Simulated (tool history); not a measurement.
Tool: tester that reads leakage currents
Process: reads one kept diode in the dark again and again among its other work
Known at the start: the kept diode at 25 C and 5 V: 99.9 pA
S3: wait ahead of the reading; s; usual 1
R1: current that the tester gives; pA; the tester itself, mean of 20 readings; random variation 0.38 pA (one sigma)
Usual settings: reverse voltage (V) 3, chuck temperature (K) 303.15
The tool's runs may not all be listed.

{"run": 1, "hour": 0.0, "reverse voltage (V)": 3, "chuck temperature (K)": 303.15, "S3": 1, "R1": 121.32}
{"run": 2, "hour": 99.1, "reverse voltage (V)": 3, "chuck temperature (K)": 303.15, "S3": 1, "R1": 119.88}
{"run": 3, "hour": 270.9, "reverse voltage (V)": 3, "chuck temperature (K)": 303.15, "S3": 1, "R1": 119.6}
{"run": 4, "hour": 508.2, "reverse voltage (V)": 3, "chuck temperature (K)": 303.15, "S3": 0.84, "R1": 117.86}
{"run": 5, "hour": 630.9, "reverse voltage (V)": 3, "chuck temperature (K)": 303.15, "S3": 0.84, "R1": 117.2}
{"hour": 694.6, "done": "chuck's temperature calibrated"}
{"run": 6, "hour": 870.1, "reverse voltage (V)": 3, "chuck temperature (K)": 303.15, "S3": 0.84, "R1": 125.52}
{"run": 7, "hour": 986.9, "reverse voltage (V)": 3, "chuck temperature (K)": 303.15, "S3": 0.84, "R1": 124.97}
{"run": 8, "hour": 1158.1, "reverse voltage (V)": 3, "chuck temperature (K)": 305.15, "S3": 0.84, "R1": 147.29}
{"run": 9, "hour": 1355.5, "reverse voltage (V)": 4.15, "chuck temperature (K)": 317.15, "S3": 1.41, "R1": 452.99}
{"run": 10, "hour": 1551.2, "reverse voltage (V)": 6.14, "chuck temperature (K)": 296.15, "S3": 0.38, "R1": 96.25}
{"run": 11, "hour": 1776.3, "reverse voltage (V)": 9.62, "chuck temperature (K)": 330.15, "S3": 0.38, "R1": 1749.94}
{"run": 12, "hour": 2013.9, "reverse voltage (V)": 9.66, "chuck temperature (K)": 297.15, "S3": 0.68, "R1": 128.45}

4 ways to go on from here, each from the tool as it stands after run 12. What would each give?
{"run": "A", "hour": 2123.3, "reverse voltage (V)": 2.35, "chuck temperature (K)": 297.15, "S3": 1, "R1": "?"}
{"run": "B", "hour": 2123.3, "reverse voltage (V)": 9.66, "chuck temperature (K)": 297.15, "S3": 2.38, "R1": "?"}
{"run": "C", "hour": 2123.3, "reverse voltage (V)": 13.14, "chuck temperature (K)": 296.15, "S3": 6.21, "R1": "?"}
{"run": "D", "hour": 2123.3, "reverse voltage (V)": 4.92, "chuck temperature (K)": 297.15, "S3": 0.68, "R1": "?"}

run=A R1=63.69
run=B R1=127.57
run=C R1=137.85
run=D R1=91.76
Without the tool's hidden state the same runs would have given:
run=A R1=65.71
run=B R1=122.78
run=C R1=127.95
run=D R1=91.88

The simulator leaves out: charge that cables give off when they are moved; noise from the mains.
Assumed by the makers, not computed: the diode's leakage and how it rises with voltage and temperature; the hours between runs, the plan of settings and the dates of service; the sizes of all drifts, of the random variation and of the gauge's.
